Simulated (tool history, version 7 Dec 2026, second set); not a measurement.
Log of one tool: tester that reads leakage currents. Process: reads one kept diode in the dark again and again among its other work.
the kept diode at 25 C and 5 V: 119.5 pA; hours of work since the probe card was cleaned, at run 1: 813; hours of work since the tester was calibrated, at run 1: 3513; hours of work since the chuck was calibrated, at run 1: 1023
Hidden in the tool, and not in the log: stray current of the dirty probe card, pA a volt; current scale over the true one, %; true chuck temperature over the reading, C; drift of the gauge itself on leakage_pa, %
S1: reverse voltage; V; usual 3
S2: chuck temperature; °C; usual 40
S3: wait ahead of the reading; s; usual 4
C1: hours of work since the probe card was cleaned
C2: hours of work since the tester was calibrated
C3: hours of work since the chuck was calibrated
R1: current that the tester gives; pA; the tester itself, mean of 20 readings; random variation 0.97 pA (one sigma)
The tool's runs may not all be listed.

run,day,S1,S2,S3,C1,C2,C3,R1
1,0,3,40,4,813,3513,1023,301.24
2,3.938,3,40,4,876,3576,1086,301.01
3,10.558,3,40,4,982,3682,1192,299.76
4,16.862,3,40,4,1083,3783,1293,297.16
5,20.988,3,40,4,1150,3849,1360,293.72
6,27.017,3,40,0.48,1246,3946,1456,293.34
7,35.875,3,40,2.5,1388,4088,1598,287.98
8,40.483,3,40,2.5,1462,4162,1672,287.82
9,47.233,3,40,2.5,1570,4270,1780,284.9
# day 53.15: chuck's temperature calibrated
10,55.883,3,40,1.48,1708,4408,44,332.43
11,61.483,3,40,4,1798,4498,134,328.83
# day 68.721: probe card cleaned and baked
12,70.488,3,40,4,28,4640,276,320.28
13,76.979,3,40,4,132,4744,380,316.67
14,84.217,3,40,4,249,4860,496,317.67
15,89.071,3,40,4,326,4938,574,312.78
16,94.5,3,40,4,413,5025,661,310.59
17,99.95,3,40,4,501,5112,749,307.57
# day 101.992: tester calibrated
18,105.788,3,40,4,593,61,841,301.3
19,109.954,3,40,4,660,128,908,299.24
20,115.438,3,40,4,748,216,996,297.43
21,121.938,1.55,35,4,852,320,1100,144.21
22,128.762,3.02,48,0.92,962,429,1209,543.73
23,136.058,3.02,48,0.92,1079,546,1326,538.21
24,143.571,3,30,0.47,1199,667,1447,128.53
25,151.258,3,30,0.47,1322,790,1570,127.49
26,158.712,3,27,4,1442,910,1690,97.68
27,166.967,3,27,4,1574,1042,1822,97.68
# day 170.283: chuck's temperature calibrated
28,172.408,3,27,4,1660,1128,34,115.23
29,176.338,10.79,40,4,1723,1191,97,610.61
30,180.571,1.97,40,2.81,1791,1259,165,263.15
31,187.271,10.09,30,3.55,1899,1366,272,268.65
# day 188.562: probe card cleaned and baked
32,195.967,10.09,30,3.55,119,1504,410,250.44
33,203.671,10.09,30,3.55,242,1627,533,249.46
34,212.462,1.16,30,3.55,383,1768,674,86.04
35,216.8,16.29,52,3.06,453,1838,744,1718.9
36,221.929,16.29,52,3.06,535,1920,826,1711.81
37,226.817,11.93,23,0.4,613,1999,905,149.81
38,233.842,10.39,36,0.87,726,2111,1017,400.52
39,241.154,6.06,35,2.35,843,2228,1135,281.48

Hidden state at the last listed run before each entry between runs and at the first one after, where it differs:
Between runs 9 and 10: chuck's temperature calibrated (day 53.15)
  stray current of the dirty probe card, pA a volt: 1.377 -> 1.492; current scale over the true one, %: 1.44 -> 1.49; true chuck temperature over the reading, C: -1.94 -> -0.04
  measured less the result without the state, R1: -37.76 -> +8.19 pA
Between runs 11 and 12: probe card cleaned and baked (day 68.721)
  stray current of the dirty probe card, pA a volt: 1.573 -> 0.043; current scale over the true one, %: 1.52 -> 1.57; true chuck temperature over the reading, C: -0.15 -> -0.31
  measured less the result without the state, R1: +5.87 -> -2.65 pA
Between runs 17 and 18: tester calibrated (day 101.992)
  stray current of the dirty probe card, pA a volt: 0.429 -> 0.51; current scale over the true one, %: 1.75 -> 0.04; true chuck temperature over the reading, C: -0.84 -> -0.94
  measured less the result without the state, R1: -14.19 -> -21.61 pA
Between runs 27 and 28: chuck's temperature calibrated (day 170.283)
  stray current of the dirty probe card, pA a volt: 1.335 -> 1.405; current scale over the true one, %: 0.4 -> 0.43; true chuck temperature over the reading, C: -2.06 -> -0.07
  measured less the result without the state, R1: -13.83 -> +3.96 pA
Between runs 31 and 32: probe card cleaned and baked (day 188.562)
  stray current of the dirty probe card, pA a volt: 1.601 -> 0.13; current scale over the true one, %: 0.52 -> 0.57; true chuck temperature over the reading, C: -0.33 -> -0.47
  measured less the result without the state, R1: +10.41 -> -7.43 pA
